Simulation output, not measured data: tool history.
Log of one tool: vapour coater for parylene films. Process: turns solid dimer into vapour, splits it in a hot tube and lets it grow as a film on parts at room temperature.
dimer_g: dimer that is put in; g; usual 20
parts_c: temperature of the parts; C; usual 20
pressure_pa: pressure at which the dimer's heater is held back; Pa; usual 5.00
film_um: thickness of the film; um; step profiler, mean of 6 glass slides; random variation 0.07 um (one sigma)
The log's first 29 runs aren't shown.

{"run": 30, "hour": 784.0, "dimer_g": 32, "parts_c": 26, "pressure_pa": 2.44, "film_um": 21.92}
{"run": 31, "hour": 810.3, "dimer_g": 32, "parts_c": 26, "pressure_pa": 2.44, "film_um": 21.64}
{"run": 32, "hour": 843.1, "dimer_g": 21, "parts_c": 24, "pressure_pa": 2.03, "film_um": 15.94}
{"run": 33, "hour": 860.7, "dimer_g": 12, "parts_c": 20, "pressure_pa": 7.02, "film_um": 7.91}
{"run": 34, "hour": 880.4, "dimer_g": 12, "parts_c": 20, "pressure_pa": 7.02, "film_um": 7.92}
{"run": 35, "hour": 898.1, "dimer_g": 12, "parts_c": 20, "pressure_pa": 7.02, "film_um": 7.89}
{"run": 36, "hour": 930.3, "dimer_g": 18, "parts_c": 20, "pressure_pa": 5.0, "film_um": 12.62}
{"run": 37, "hour": 955.4, "dimer_g": 18, "parts_c": 22, "pressure_pa": 8.08, "film_um": 10.61}
{"run": 38, "hour": 980.5, "dimer_g": 18, "parts_c": 22, "pressure_pa": 8.08, "film_um": 10.53}
{"run": 39, "hour": 1000.1, "dimer_g": 11, "parts_c": 16, "pressure_pa": 8.08, "film_um": 7.81}
{"run": 40, "hour": 1030.6, "dimer_g": 11, "parts_c": 16, "pressure_pa": 4.4, "film_um": 8.91}

Forecast each of these 3 alternatives for the next run:
{"hour": 1037.2, "done": "trap's valve overhauled"}
{"run": "A", "hour": 1070.7, "dimer_g": 20, "parts_c": 13, "pressure_pa": 5.0, "film_um": "?"}
{"hour": 1037.2, "done": "trap's valve overhauled"}
{"run": "B", "hour": 1070.7, "dimer_g": 11, "parts_c": 16, "pressure_pa": 10.28, "film_um": "?"}
{"hour": 1037.2, "done": "trap's valve overhauled"}
{"run": "C", "hour": 1070.7, "dimer_g": 8, "parts_c": 14, "pressure_pa": 5.0, "film_um": "?"}

run=A film_um=18.77
run=B film_um=7.99
run=C film_um=7.27
Without the tool's hidden state the same runs would have given:
run=A film_um=19.07
run=B film_um=8.12
run=C film_um=7.38
